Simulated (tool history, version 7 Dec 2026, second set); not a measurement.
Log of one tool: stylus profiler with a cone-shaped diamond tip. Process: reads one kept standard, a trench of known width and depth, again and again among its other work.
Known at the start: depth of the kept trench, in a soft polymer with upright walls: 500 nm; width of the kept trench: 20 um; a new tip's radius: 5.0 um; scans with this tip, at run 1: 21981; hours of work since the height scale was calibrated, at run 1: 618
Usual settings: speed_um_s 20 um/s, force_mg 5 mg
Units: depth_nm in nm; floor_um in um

| run | hour | speed_um_s | force_mg | scans with this tip | hours of work since the height scale was calibrated | depth_nm | floor_um |
|---|---|---|---|---|---|---|---|
| 1 | 0 | 20 | 5 | 21981 | 618 | 507 | 15.51 |
| 2 | 82.5 | 20 | 5 | 22602 | 666 | 507.19 | 15.5 |
| 3 | 160.3 | 20 | 9.57 | 23188 | 711 | 511.3 | 15.58 |
| 4 | 246.2 | 20 | 9.57 | 23835 | 761 | 511.47 | 15.55 |
| 5 | 291.3 | 20 | 9.57 | 24174 | 787 | 511.28 | 15.55 |
| 6 | 372.7 | 30 | 5 | 24788 | 835 | 507.35 | 15.5 |
|  | 394.9 | new tip fitted, height scale calibrated |
| 7 | 419.6 | 20 | 5 | 186 | 14 | 507.18 | 15.61 |
| 8 | 465.6 | 35 | 1.71 | 533 | 41 | 503.48 | 15.41 |
| 9 | 562.2 | 72 | 5 | 1261 | 98 | 507.32 | 15.38 |
| 10 | 612.2 | 23 | 9.7 | 1637 | 127 | 511.04 | 15.58 |
| 11 | 662.4 | 50 | 4.2 | 2015 | 156 | 506.49 | 15.45 |
| 12 | 717.7 | 63 | 3.84 | 2431 | 188 | 505.95 | 15.38 |
| 13 | 762.4 | 20 | 14.46 | 2768 | 214 | 514.58 | 15.57 |

Hidden state or all else? Some run-to-run changes of floor_um, split into what the settings, what came in and random variation would give without the hidden state, and what is left for the hidden state (with any gauge scatter that isn't in both results):
The hidden state here: radius of the tip, um; height scale over the true one, %; drift of the gauge itself on depth_nm, %; drift of the gauge itself on floor_um, %.
Run 6 -> 7: speed_um_s 30 -> 20, new tip fitted, height scale calibrated. floor_um +0.11 um: hidden state +0.04, all else +0.07.
Run 7 -> 8: speed_um_s 20 -> 35, force_mg 5 -> 1.71. floor_um -0.2 um: hidden state +0, all else -0.2.
